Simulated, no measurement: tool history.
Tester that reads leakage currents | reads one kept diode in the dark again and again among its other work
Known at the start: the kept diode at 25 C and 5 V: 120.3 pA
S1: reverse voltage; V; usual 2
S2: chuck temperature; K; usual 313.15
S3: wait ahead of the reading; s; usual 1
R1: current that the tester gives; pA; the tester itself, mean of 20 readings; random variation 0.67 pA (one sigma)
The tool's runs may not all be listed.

| run | hour | S1 | S2 | S3 | R1 |
|---|---|---|---|---|---|
| 1 | 0 | 2 | 313.15 | 1 | 248.01 |
| 2 | 117.6 | 2 | 313.15 | 8.48 | 252.17 |
| 3 | 212.7 | 2 | 313.15 | 8.48 | 255.69 |
| 4 | 340.1 | 2 | 313.15 | 1 | 226.63 |
| 5 | 419.8 | 2 | 313.15 | 1 | 229.56 |
| 6 | 497.5 | 2 | 313.15 | 1 | 231.68 |
| 7 | 572.9 | 13.44 | 313.15 | 1 | 716.89 |
| 8 | 706.8 | 2 | 313.15 | 1 | 236.27 |
| 9 | 788.5 | 2 | 313.15 | 1 | 238.71 |
| 10 | 849.1 | 2 | 313.15 | 1 | 239.92 |
| 11 | 912.2 | 2 | 313.15 | 1 | 240.87 |
| 12 | 1024.1 | 2 | 313.15 | 1 | 246.69 |
| 13 | 1151.1 | 2 | 313.15 | 1 | 250.92 |
| 14 | 1212.4 | 2 | 313.15 | 1 | 253.8 |
| 15 | 1266.4 | 2 | 310.15 | 1 | 206.11 |
| 16 | 1384.6 | 2 | 310.15 | 1 | 209.38 |
| 17 | 1513.3 | 2 | 313.15 | 0.38 | 231.68 |
| 18 | 1638.2 | 1.22 | 299.15 | 2.77 | 61.27 |
| 19 | 1765.2 | 1.22 | 299.15 | 2.77 | 62.48 |
| 20 | 1856.5 | 1.22 | 299.15 | 2.77 | 63.19 |
| 21 | 1942.9 | 17.99 | 313.15 | 0.51 | 862.16 |
| 22 | 2044.9 | 2.77 | 325.15 | 1 | 660.95 |
| 23 | 2137.1 | 2 | 313.15 | 5.42 | 242.6 |
| 24 | 2230.6 | 2.02 | 315.15 | 1 | 286.91 |
| 25 | 2309.1 | 2.02 | 294.15 | 0.36 | 61.16 |
| 26 | 2407.6 | 2.02 | 294.15 | 0.36 | 62.1 |
| 27 | 2487.9 | 2.02 | 325.15 | 0.36 | 510.88 |
| 28 | 2545.9 | 2.02 | 325.15 | 0.36 | 509.11 |
| 29 | 2648 | 2.02 | 295.15 | 0.36 | 59.25 |
| 30 | 2724.2 | 2 | 313.15 | 2.83 | 226.33 |
| 31 | 2800.5 | 7.24 | 313.15 | 1 | 485.28 |
| 32 | 2869.4 | 7.24 | 313.15 | 1 | 489.61 |
| 33 | 2943.4 | 1.76 | 313.15 | 0.4 | 217.78 |
| 34 | 3026.2 | 5.43 | 313.15 | 0.4 | 424.96 |

Taken out of this log: 6 entries between the listed runs. Where each belongs, and how the hidden state differs across it:
Between runs 3 and 4: chuck's temperature calibrated (hour 331.8)
  stray current of the dirty probe card, pA a volt: 0.832 -> 0.873; current scale over the true one, %: 0.7 -> 0.78; true chuck temperature over the reading, C: 1.76 -> 0.08
  measured less the result without the state, R1: +33.48 -> +4.75 pA
Between runs 7 and 8: probe card cleaned and baked (hour 704.9)
  stray current of the dirty probe card, pA a volt: 0.953 -> 0.025; current scale over the true one, %: 0.93 -> 1.02; true chuck temperature over the reading, C: 0.47 -> 0.69
  measured less the result without the state, R1: +42.48 -> +13.72 pA
Between runs 13 and 14: tester calibrated (hour 1161.4)
  stray current of the dirty probe card, pA a volt: 0.173 -> 0.194; current scale over the true one, %: 1.3 -> 2.18; true chuck temperature over the reading, C: 1.46 -> 1.55
  measured less the result without the state, R1: +28.11 -> +31.85 pA
Between runs 16 and 17: chuck's temperature calibrated (hour 1407.8)
  stray current of the dirty probe card, pA a volt: 0.254 -> 0.297; current scale over the true one, %: 2.28 -> 2.36; true chuck temperature over the reading, C: 1.86 -> 0.13
  measured less the result without the state, R1: +31.03 -> +7.97 pA
Between runs 20 and 21: tester calibrated, once more (hour 1914.7)
  stray current of the dirty probe card, pA a volt: 0.409 -> 0.438; current scale over the true one, %: 2.59 -> 0.04; true chuck temperature over the reading, C: 0.72 -> 0.86
  measured less the result without the state, R1: +5.43 -> +58.83 pA
Between runs 26 and 27: chuck's temperature calibrated (hour 2484.7)
  stray current of the dirty probe card, pA a volt: 0.595 -> 0.618; current scale over the true one, %: 0.33 -> 0.38; true chuck temperature over the reading, C: 1.67 -> -0.29
  measured less the result without the state, R1: +8.87 -> -6.85 pA
